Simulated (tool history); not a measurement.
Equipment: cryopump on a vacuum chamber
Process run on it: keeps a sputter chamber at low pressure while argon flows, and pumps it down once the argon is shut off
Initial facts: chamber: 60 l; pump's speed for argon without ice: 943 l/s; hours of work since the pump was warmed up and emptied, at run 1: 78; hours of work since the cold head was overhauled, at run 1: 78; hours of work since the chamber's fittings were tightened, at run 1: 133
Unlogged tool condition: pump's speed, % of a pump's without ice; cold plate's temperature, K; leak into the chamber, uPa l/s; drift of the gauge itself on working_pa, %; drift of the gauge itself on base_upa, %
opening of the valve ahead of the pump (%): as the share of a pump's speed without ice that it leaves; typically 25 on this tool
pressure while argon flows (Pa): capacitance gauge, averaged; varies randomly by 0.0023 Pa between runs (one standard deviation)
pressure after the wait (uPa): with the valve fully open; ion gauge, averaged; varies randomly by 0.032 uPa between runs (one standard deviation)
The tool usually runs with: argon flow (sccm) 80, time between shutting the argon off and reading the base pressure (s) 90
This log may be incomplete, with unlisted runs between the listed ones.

run   hour  argon flow (sccm)  time between shutting the argon off and reading the base pressure (s)  opening of the valve ahead of the pump (%)  hours of work since the pump was warmed up and emptied  hours of work since the cold head was overhauled  hours of work since the chamber's fittings were tightened  pressure while argon flows (Pa)  pressure after the wait (uPa)
  1      0                 80                                                                     90                                          25                                                      78                                                78                                                        133                           0.5766                           1.93
  2   15.5                 80                                                                    199                                          25                                                      91                                                91                                                        146                           0.5783                           1.16
  3   26.1                 80                                                                    199                                          25                                                     100                                               100                                                        155                             0.58                           1.15
  4   48.5                 80                                                                    199                                          25                                                     119                                               119                                                        174                           0.5797                           1.19
  5   66.9                 80                                                                    199                                          25                                                     134                                               134                                                        190                           0.5798                           1.22
  6   89.5                 80                                                                     90                                          25                                                     153                                               153                                                        209                           0.5817                           1.97
  7  112.3                 80                                                                     90                                          25                                                     173                                               173                                                        228                           0.5806                           1.93
  8  124.5                 80                                                                     90                                          25                                                     183                                               183                                                        239                           0.5785                           1.99
  9  143.7                 80                                                                     32                                          25                                                     199                                               199                                                        255                            0.578                           4.56
 10  157.6                 80                                                                     32                                          25                                                     211                                               211                                                        267                           0.5793                           4.54
 11    171                 80                                                                     32                                          53                                                     222                                               222                                                        278                           0.2778                            4.6
 12  191.7                 80                                                                     28                                          53                                                     240                                               240                                                        296                           0.2774                           5.05
 13  208.8                 80                                                                     28                                          53                                                     254                                               254                                                        310                           0.2801                           5.17
 14  228.6                 80                                                                     28                                          53                                                     271                                               271                                                        327                           0.2787                           5.38
 15  246.4                154                                                                    125                                          31                                                     286                                               286                                                        342                           0.9081                           1.71
 16  264.5                 39                                                                     45                                          56                                                     302                                               302                                                        357                           0.1285                           3.57
 17  276.4                120                                                                     90                                          55                                                     312                                               312                                                        367                           0.4053                           2.11
 18  298.6                 56                                                                    256                                          25                                                     331                                               331                                                        386                           0.4115                           1.26
 19  311.2                 56                                                                    256                                          25                                                     341                                               341                                                        397                           0.4088                           1.29
 20  328.5                 56                                                                    256                                          25                                                     356                                               356                                                        412                           0.4066                           1.28
 21  345.6                 56                                                                    256                                          25                                                     370                                               370                                                        426                            0.411                            1.3
 22  367.8                 68                                                                     65                                          41                                                     389                                               389                                                        445                           0.3089                           2.79
 23  377.8                 34                                                                    125                                          19                                                     398                                               398                                                        453                           0.3251                           1.82
 24  395.7                 34                                                                    125                                          19                                                     413                                               413                                                        468                            0.325                           1.83
 25    410                 94                                                                    114                                          51                                                     425                                               425                                                        481                           0.3476                           1.97
 26  431.9                108                                                                    109                                          38                                                     444                                               444                                                        499                           0.5321                            2.1
 27  452.8                 57                                                                    150                                          28                                                     461                                               461                                                        517                           0.3733                           1.79
 28  474.4                102                                                                    126                                          27                                                     480                                               480                                                        535                           0.6928                           1.94

Predict each of these 3 candidate next runs independently; none follows another, all start after run 28:
  A  496.3                 80                                                                     52                                          25                                                     498                                               498                                                        554                                ?                              ?
  B  496.3                 66                                                                     39                                          26                                                     498                                               498                                                        554                                ?                              ?
  C  496.3                 80                                                                     38                                          25                                                     498                                               498                                                        554                                ?                              ?

run  pressure while argon flows (Pa)  pressure after the wait (uPa)
  A                           0.5884                           3.37
  B                           0.4676                           4.08
  C                           0.5881                           4.29
Take away the tool's hidden state, keep each run's random variation, and the runs would have read:
run  pressure while argon flows (Pa)  pressure after the wait (uPa)
  A                           0.5721                            2.7
  B                           0.4542                           3.42
  C                           0.5718                           3.62

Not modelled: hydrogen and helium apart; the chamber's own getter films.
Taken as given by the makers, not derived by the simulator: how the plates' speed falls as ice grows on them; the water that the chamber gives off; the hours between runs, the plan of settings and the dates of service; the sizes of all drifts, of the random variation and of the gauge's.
